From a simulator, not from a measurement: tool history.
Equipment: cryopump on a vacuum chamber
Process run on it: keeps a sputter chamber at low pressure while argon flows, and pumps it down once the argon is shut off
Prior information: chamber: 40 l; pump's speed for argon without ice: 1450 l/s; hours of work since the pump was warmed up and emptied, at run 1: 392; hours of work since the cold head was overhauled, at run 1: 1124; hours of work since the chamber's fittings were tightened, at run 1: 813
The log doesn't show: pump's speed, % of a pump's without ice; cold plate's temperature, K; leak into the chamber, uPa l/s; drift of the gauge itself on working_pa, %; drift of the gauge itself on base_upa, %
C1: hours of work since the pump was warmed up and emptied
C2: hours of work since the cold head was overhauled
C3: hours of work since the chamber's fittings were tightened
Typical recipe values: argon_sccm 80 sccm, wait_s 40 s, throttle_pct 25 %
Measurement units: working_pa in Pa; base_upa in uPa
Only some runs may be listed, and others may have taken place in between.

run 1 day=0.000 | argon_sccm=80 wait_s=40 throttle_pct=25 | C1=392 C2=1124 C3=813 | working_pa=0.3877 base_upa=1.07
run 2 day=1.604 | argon_sccm=80 wait_s=40 throttle_pct=25 | C1=418 C2=1150 C3=839 | working_pa=0.3896 base_upa=1.08
run 3 day=4.342 | argon_sccm=80 wait_s=189 throttle_pct=25 | C1=461 C2=1194 C3=882 | working_pa=0.3913 base_upa=0.66
run 4 day=7.183 | argon_sccm=80 wait_s=189 throttle_pct=25 | C1=507 C2=1239 C3=927 | working_pa=0.3932 base_upa=0.67
run 5 day=9.450 | argon_sccm=80 wait_s=35 throttle_pct=25 | C1=543 C2=1275 C3=963 | working_pa=0.3975 base_upa=1.25
run 6 day=12.433 | argon_sccm=80 wait_s=40 throttle_pct=25 | C1=590 C2=1322 C3=1011 | working_pa=0.3978 base_upa=1.21
run 7 day=14.429 | argon_sccm=80 wait_s=40 throttle_pct=25 | C1=622 C2=1354 C3=1043 | working_pa=0.4006 base_upa=1.24
run 8 day=16.675 | argon_sccm=43 wait_s=40 throttle_pct=25 | C1=658 C2=1390 C3=1078 | working_pa=0.2181 base_upa=1.23
-- day=19.150 pump warmed up, emptied and cooled again
run 9 day=19.342 | argon_sccm=43 wait_s=40 throttle_pct=25 | C1=3 C2=1429 C3=1118 | working_pa=0.1998 base_upa=1.08
run 10 day=20.738 | argon_sccm=75 wait_s=134 throttle_pct=41 | C1=25 C2=1451 C3=1140 | working_pa=0.2168 base_upa=0.75
run 11 day=23.712 | argon_sccm=44 wait_s=31 throttle_pct=31 | C1=73 C2=1498 C3=1187 | working_pa=0.1674 base_upa=1.26

Estimate the outcome of run 12 from the log above:
run 12 day=25.479 | argon_sccm=44 wait_s=31 throttle_pct=31 | C1=101 C2=1527 C3=1215 | working_pa=? base_upa=?

working_pa: 0.1683 Pa
base_upa: 1.24 uPa
On a tool with no hidden condition, and with the same random variation, this run would have come out at working_pa 0.1652 Pa, base_upa 0.85 uPa.
